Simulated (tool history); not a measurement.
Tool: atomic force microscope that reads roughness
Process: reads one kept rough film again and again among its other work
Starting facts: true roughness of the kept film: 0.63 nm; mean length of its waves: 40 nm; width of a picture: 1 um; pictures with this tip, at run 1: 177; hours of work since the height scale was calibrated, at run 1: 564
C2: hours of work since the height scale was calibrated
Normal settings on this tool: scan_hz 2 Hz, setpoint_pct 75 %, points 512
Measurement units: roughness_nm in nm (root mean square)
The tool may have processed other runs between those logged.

run 1 hour=0 | scan_hz=2 setpoint_pct=75 points=512 | pictures_with_this_tip=177 C2=564 | roughness_nm=0.529
run 2 hour=22.4 | scan_hz=2 setpoint_pct=75 points=512 | pictures_with_this_tip=229 C2=580 | roughness_nm=0.524
run 3 hour=35.3 | scan_hz=2 setpoint_pct=75 points=512 | pictures_with_this_tip=259 C2=589 | roughness_nm=0.525
run 4 hour=55.9 | scan_hz=2 setpoint_pct=75 points=512 | pictures_with_this_tip=307 C2=604 | roughness_nm=0.523
-- hour=67.6 new tip fitted
run 5 hour=72.3 | scan_hz=2 setpoint_pct=75 points=512 | pictures_with_this_tip=10 C2=615 | roughness_nm=0.532
run 6 hour=88.4 | scan_hz=2 setpoint_pct=75 points=512 | pictures_with_this_tip=48 C2=627 | roughness_nm=0.532
run 7 hour=103.9 | scan_hz=2 setpoint_pct=75 points=512 | pictures_with_this_tip=84 C2=638 | roughness_nm=0.533
run 8 hour=115.4 | scan_hz=2 setpoint_pct=75 points=512 | pictures_with_this_tip=111 C2=646 | roughness_nm=0.532
run 9 hour=130.2 | scan_hz=2 setpoint_pct=75 points=677 | pictures_with_this_tip=146 C2=657 | roughness_nm=0.532
run 10 hour=153 | scan_hz=2.32 setpoint_pct=75 points=677 | pictures_with_this_tip=199 C2=673 | roughness_nm=0.514
run 11 hour=163.5 | scan_hz=2.18 setpoint_pct=75 points=677 | pictures_with_this_tip=223 C2=681 | roughness_nm=0.521
run 12 hour=185.3 | scan_hz=2 setpoint_pct=75 points=512 | pictures_with_this_tip=274 C2=697 | roughness_nm=0.528
run 13 hour=206.8 | scan_hz=2 setpoint_pct=75 points=512 | pictures_with_this_tip=324 C2=712 | roughness_nm=0.526
-- hour=211.3 new tip fitted
run 14 hour=222.9 | scan_hz=2 setpoint_pct=75 points=512 | pictures_with_this_tip=27 C2=723 | roughness_nm=0.532
run 15 hour=234 | scan_hz=2 setpoint_pct=75 points=512 | pictures_with_this_tip=53 C2=731 | roughness_nm=0.533
run 16 hour=257.7 | scan_hz=2 setpoint_pct=75 points=512 | pictures_with_this_tip=108 C2=748 | roughness_nm=0.531
run 17 hour=271.2 | scan_hz=2 setpoint_pct=75 points=512 | pictures_with_this_tip=139 C2=758 | roughness_nm=0.532
run 18 hour=284 | scan_hz=2 setpoint_pct=75 points=512 | pictures_with_this_tip=169 C2=767 | roughness_nm=0.528
run 19 hour=302.5 | scan_hz=2 setpoint_pct=75 points=427 | pictures_with_this_tip=213 C2=781 | roughness_nm=0.529
run 20 hour=322.2 | scan_hz=2 setpoint_pct=75 points=427 | pictures_with_this_tip=259 C2=795 | roughness_nm=0.527
run 21 hour=332.3 | scan_hz=2 setpoint_pct=75 points=427 | pictures_with_this_tip=282 C2=802 | roughness_nm=0.527
run 22 hour=343.1 | scan_hz=2 setpoint_pct=75 points=427 | pictures_with_this_tip=307 C2=810 | roughness_nm=0.525
-- hour=354.9 new tip fitted
run 23 hour=365.6 | scan_hz=2 setpoint_pct=75 points=512 | pictures_with_this_tip=25 C2=826 | roughness_nm=0.534
run 24 hour=381.4 | scan_hz=2 setpoint_pct=75 points=512 | pictures_with_this_tip=61 C2=837 | roughness_nm=0.533
run 25 hour=399.9 | scan_hz=3.41 setpoint_pct=75 points=770 | pictures_with_this_tip=105 C2=850 | roughness_nm=0.482
run 26 hour=422.4 | scan_hz=1.97 setpoint_pct=61 points=366 | pictures_with_this_tip=157 C2=866 | roughness_nm=0.58
run 27 hour=434 | scan_hz=3.78 setpoint_pct=61 points=801 | pictures_with_this_tip=184 C2=875 | roughness_nm=0.546
-- hour=436.8 height scale calibrated on a step standard
run 28 hour=453.4 | scan_hz=0.56 setpoint_pct=61 points=503 | pictures_with_this_tip=227 C2=12 | roughness_nm=0.612
run 29 hour=469.3 | scan_hz=1.59 setpoint_pct=75 points=853 | pictures_with_this_tip=264 C2=23 | roughness_nm=0.546
-- hour=472.8 height scale calibrated on a step standard, once more
run 30 hour=492.8 | scan_hz=1.59 setpoint_pct=75 points=853 | pictures_with_this_tip=317 C2=14 | roughness_nm=0.538
-- hour=500.9 new tip fitted
run 31 hour=509.2 | scan_hz=3.07 setpoint_pct=75 points=767 | pictures_with_this_tip=19 C2=26 | roughness_nm=0.493
run 32 hour=521.7 | scan_hz=0.58 setpoint_pct=75 points=643 | pictures_with_this_tip=48 C2=35 | roughness_nm=0.593
run 33 hour=533.1 | scan_hz=0.99 setpoint_pct=65 points=485 | pictures_with_this_tip=75 C2=43 | roughness_nm=0.59
run 34 hour=551.2 | scan_hz=0.71 setpoint_pct=85 points=485 | pictures_with_this_tip=117 C2=56 | roughness_nm=0.562
run 35 hour=570.1 | scan_hz=1.06 setpoint_pct=75 points=383 | pictures_with_this_tip=161 C2=70 | roughness_nm=0.565
run 36 hour=583.6 | scan_hz=2 setpoint_pct=57 points=617 | pictures_with_this_tip=193 C2=79 | roughness_nm=0.584
run 37 hour=598.4 | scan_hz=3.55 setpoint_pct=75 points=899 | pictures_with_this_tip=227 C2=90 | roughness_nm=0.471
run 38 hour=608.3 | scan_hz=2 setpoint_pct=75 points=458 | pictures_with_this_tip=250 C2=97 | roughness_nm=0.524
run 39 hour=627.7 | scan_hz=2 setpoint_pct=75 points=458 | pictures_with_this_tip=295 C2=111 | roughness_nm=0.522
run 40 hour=638.6 | scan_hz=1.12 setpoint_pct=89 points=612 | pictures_with_this_tip=321 C2=119 | roughness_nm=0.516
-- hour=644.1 new tip fitted
run 41 hour=654 | scan_hz=1.02 setpoint_pct=64 points=612 | pictures_with_this_tip=23 C2=130 | roughness_nm=0.596
run 42 hour=669.2 | scan_hz=1.67 setpoint_pct=78 points=504 | pictures_with_this_tip=58 C2=141 | roughness_nm=0.531
run 43 hour=684.3 | scan_hz=3.97 setpoint_pct=73 points=504 | pictures_with_this_tip=93 C2=151 | roughness_nm=0.473
run 44 hour=698.3 | scan_hz=1.21 setpoint_pct=61 points=631 | pictures_with_this_tip=126 C2=162 | roughness_nm=0.593
run 45 hour=718.6 | scan_hz=0.59 setpoint_pct=78 points=735 | pictures_with_this_tip=173 C2=176 | roughness_nm=0.585
run 46 hour=742.6 | scan_hz=2 setpoint_pct=58 points=925 | pictures_with_this_tip=229 C2=193 | roughness_nm=0.581
run 47 hour=764.7 | scan_hz=2 setpoint_pct=58 points=925 | pictures_with_this_tip=281 C2=209 | roughness_nm=0.578

Branching from run 47: 3 alternative next runs. What would each branch give?
run A hour=781.2 | scan_hz=1.05 setpoint_pct=58 points=925 | pictures_with_this_tip=320 C2=221 | roughness_nm=?
run B hour=781.2 | scan_hz=2 setpoint_pct=75 points=427 | pictures_with_this_tip=320 C2=221 | roughness_nm=?
run C hour=781.2 | scan_hz=2 setpoint_pct=58 points=904 | pictures_with_this_tip=320 C2=221 | roughness_nm=?

run=A roughness_nm=0.596
run=B roughness_nm=0.525
run=C roughness_nm=0.58
The same runs, with their run-to-run variation unchanged, on a tool lacking any hidden condition would have given:
run=A roughness_nm=0.605
run=B roughness_nm=0.533
run=C roughness_nm=0.588

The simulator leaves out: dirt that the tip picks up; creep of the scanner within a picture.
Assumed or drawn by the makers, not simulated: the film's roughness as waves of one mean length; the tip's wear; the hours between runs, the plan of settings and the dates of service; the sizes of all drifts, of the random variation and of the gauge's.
